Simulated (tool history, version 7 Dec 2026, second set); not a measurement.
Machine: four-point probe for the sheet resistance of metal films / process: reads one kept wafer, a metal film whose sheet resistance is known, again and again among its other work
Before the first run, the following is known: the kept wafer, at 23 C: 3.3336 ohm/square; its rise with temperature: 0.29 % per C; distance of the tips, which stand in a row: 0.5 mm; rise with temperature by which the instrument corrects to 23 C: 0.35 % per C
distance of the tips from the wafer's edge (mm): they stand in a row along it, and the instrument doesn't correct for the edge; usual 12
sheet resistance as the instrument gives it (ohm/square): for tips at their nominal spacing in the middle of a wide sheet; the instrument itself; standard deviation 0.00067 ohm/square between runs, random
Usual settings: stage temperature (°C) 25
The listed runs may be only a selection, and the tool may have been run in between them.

run,hour,stage temperature (°C),distance of the tips from the wafer's edge (mm),sheet resistance as the instrument gives it (ohm/square)
1,0,25,12,3.308241
2,26.2,25,12,3.308062
3,62.3,26,12,3.307225
4,81.9,25,12,3.309101
5,106.2,25,12,3.30922
6,147.6,26,12,3.307994
7,182.7,26,12,3.307499
8,213.4,25,12,3.30934
9,239.6,25,12,3.310339
10,261.4,25,12,3.30832
11,290.5,25,12,3.31071
12,325.7,25,12,3.309615
13,360.9,25,12,3.309708
14,384.9,25,12,3.307863
15,428,25,7,3.316389
16,447.3,25,7,3.315861
17,490.7,25,12,3.310085
18,516.7,25,12,3.311164
19,543.5,25,12,3.310284
20,561.4,30,5,3.315172
21,594.7,30,5,3.315655
22,624.5,31,61,3.295938
23,647.7,22,5,3.332019
24,681.7,22,12,3.316334
25,714.5,22,3,3.361924
26,757.1,34,12,3.292585
27,793.9,34,12,3.293379
28,835.6,22,11,3.318861
29,862.4,20,13,3.320694
30,880.2,23,24,3.311855
31,906.5,23,24,3.313034
32,943.7,22,6,3.32713
33,967.8,23,53,3.312088
34,988.2,20,4,3.346022
35,1010.4,20,4,3.346642
36,1039.9,22,29,3.315002
37,1057.8,22,29,3.315889

Each run again, without the hidden state but with its own random variation kept:
What the log doesn't record here: inner tips' distance over the nominal, %; tips' flats over new ones', %; wafer's true temperature over the reading, C; drift of the gauge itself on sheet_ohm, %.
run,sheet resistance as the instrument gives it (ohm/square)
1,3.332678
2,3.3324
3,3.331428
4,3.333255
5,3.333284
6,3.331912
7,3.331299
8,3.333062
9,3.33398
10,3.331868
11,3.334172
12,3.332948
13,3.33291
14,3.330959
15,3.339392
16,3.338797
17,3.33283
18,3.333837
19,3.332846
20,3.33767
21,3.338055
22,3.318099
23,3.354387
24,3.33847
25,3.384208
26,3.314205
27,3.314887
28,3.340459
29,3.342235
30,3.333264
31,3.334357
32,3.348404
33,3.33318
34,3.367258
35,3.367804
36,3.335871
37,3.336696

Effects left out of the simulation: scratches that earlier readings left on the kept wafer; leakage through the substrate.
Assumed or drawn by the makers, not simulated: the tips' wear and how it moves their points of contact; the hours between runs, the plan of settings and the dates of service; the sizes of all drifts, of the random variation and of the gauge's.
